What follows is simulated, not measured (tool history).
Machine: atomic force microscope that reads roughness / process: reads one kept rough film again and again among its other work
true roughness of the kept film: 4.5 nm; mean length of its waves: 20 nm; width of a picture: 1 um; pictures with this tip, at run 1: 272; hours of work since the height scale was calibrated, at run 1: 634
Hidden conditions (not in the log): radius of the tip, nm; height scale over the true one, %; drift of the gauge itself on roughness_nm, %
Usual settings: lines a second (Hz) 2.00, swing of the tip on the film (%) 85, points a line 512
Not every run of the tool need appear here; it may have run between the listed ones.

run	hour	lines a second (Hz)	swing of the tip on the film (%)	points a line	pictures with this tip	hours of work since the height scale was calibrated	roughness of the kept film (nm (root mean square))
1	0.0	2.00	85	512	272	634	1.648
2	22.4	2.00	85	512	322	650	1.547
3	38.6	2.00	85	512	359	662	1.456
# hour 40.5: new tip fitted
4	62.6	2.00	85	512	49	679	2.525
5	84.0	3.95	85	512	97	694	1.979
6	96.7	2.00	85	512	125	703	2.153
7	121.6	2.00	85	512	181	721	1.945
8	138.1	2.00	85	465	217	732	1.843
9	162.0	2.00	85	465	271	749	1.683
# hour 164.3: height scale calibrated on a step standard
10	182.7	2.00	85	465	315	13	1.587
# hour 205.2: new tip fitted
11	212.3	1.72	85	1005	16	34	2.895
12	229.8	1.72	58	364	55	46	2.904
13	244.9	1.72	58	364	88	57	2.669
# hour 264.5: height scale calibrated on a step standard, once more
14	266.2	0.71	59	915	134	1	2.480
15	293.6	1.36	70	718	195	21	2.128
16	311.0	1.36	75	718	234	33	1.947
17	331.6	0.71	89	512	280	48	1.792
18	343.8	0.71	89	512	307	57	1.723
# hour 369.7: new tip fitted
19	371.7	0.71	89	512	4	76	3.117
20	395.9	0.95	85	848	58	93	2.743

3 ways to go on from here, each from the tool as it stands after run 20. What would each give?
A	419.3	3.20	85	848	110	110	?
B	419.3	0.90	82	797	110	110	?
C	419.3	0.95	77	542	110	110	?

run	roughness of the kept film (nm (root mean square))
A	2.066
B	2.501
C	2.497
Without the tool's unlogged condition, the same runs would have read:
run	roughness of the kept film (nm (root mean square))
A	2.655
B	3.216
C	3.210

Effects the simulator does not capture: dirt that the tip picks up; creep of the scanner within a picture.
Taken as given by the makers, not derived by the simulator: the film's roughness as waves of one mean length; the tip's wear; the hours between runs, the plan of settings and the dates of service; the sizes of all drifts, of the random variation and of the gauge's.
